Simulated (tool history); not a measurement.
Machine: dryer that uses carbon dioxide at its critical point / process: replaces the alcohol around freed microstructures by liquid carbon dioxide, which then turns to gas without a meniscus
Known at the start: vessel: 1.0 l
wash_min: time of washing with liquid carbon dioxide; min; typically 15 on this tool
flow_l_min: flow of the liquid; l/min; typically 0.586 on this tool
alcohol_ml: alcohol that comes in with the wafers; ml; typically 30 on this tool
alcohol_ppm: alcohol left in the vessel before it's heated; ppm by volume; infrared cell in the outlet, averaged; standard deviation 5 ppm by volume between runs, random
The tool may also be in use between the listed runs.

run,hour,wash_min,flow_l_min,alcohol_ml,alcohol_ppm
1,0.0,15,0.586,30,72
2,43.6,15,0.586,30,94
# hour 68.6: inlet filter changed
3,88.8,15,0.528,30,66
4,132.5,15,0.528,30,71
5,184.1,15,0.528,30,88
6,237.0,15,0.528,30,90
7,297.1,15,0.586,30,59
8,366.3,15,0.586,30,65
9,425.0,15,0.586,30,66
10,482.6,15,0.586,61,129
11,525.2,15,0.586,61,138
12,562.5,15,0.586,61,140
13,629.8,15,0.586,61,155
# hour 671.8: inlet filter changed
14,694.5,15,0.586,61,78
15,746.7,20,0.586,30,53
16,779.4,14,0.586,30,80
17,837.6,15,0.586,30,73
18,885.3,15,0.586,30,80
19,922.5,15,0.586,30,83
20,952.8,17,0.436,59,251
21,1027.7,17,0.672,23,62
22,1060.1,18,0.585,22,68
23,1111.6,18,0.585,22,79
24,1166.7,12,0.573,29,251
25,1238.7,15,0.486,30,233
# hour 1278.0: inlet filter changed
26,1288.9,15,0.486,30,139
27,1348.2,17,0.971,25,79
28,1393.6,17,0.971,25,84
29,1454.3,14,0.493,57,318
30,1488.0,14,0.387,75,1197
31,1552.6,17,0.541,61,131
32,1600.7,15,0.630,78,126
33,1658.1,24,0.491,78,92
34,1721.3,12,0.634,21,149
35,1787.1,23,0.857,103,89

Some steps in alcohol_ppm between neighbouring runs. How much of each would the tool show without its hidden state too (settings, what came in, random variation), and how much is left for the hidden state, with any gauge scatter that isn't in both results?
The tool's hidden condition here consists of: flow that reaches the vessel past the clogged filter, %; alcohol in the recycled carbon dioxide, ppm; drift of the gauge itself on alcohol_ppm, %.
Run 23 -> 24: wash_min 18 -> 12, flow_l_min 0.585 -> 0.573, alcohol_ml 22 -> 29. alcohol_ppm +172 ppm by volume: hidden state +100, all else +72.
Run 28 -> 29: wash_min 17 -> 14, flow_l_min 0.971 -> 0.493, alcohol_ml 25 -> 57. alcohol_ppm +234 ppm by volume: hidden state +54, all else +180.
Run 29 -> 30: flow_l_min 0.493 -> 0.387, alcohol_ml 57 -> 75. alcohol_ppm +879 ppm by volume: hidden state +188, all else +691.
Run 30 -> 31: wash_min 14 -> 17, flow_l_min 0.387 -> 0.541, alcohol_ml 75 -> 61. alcohol_ppm -1066 ppm by volume: hidden state -218, all else -848.

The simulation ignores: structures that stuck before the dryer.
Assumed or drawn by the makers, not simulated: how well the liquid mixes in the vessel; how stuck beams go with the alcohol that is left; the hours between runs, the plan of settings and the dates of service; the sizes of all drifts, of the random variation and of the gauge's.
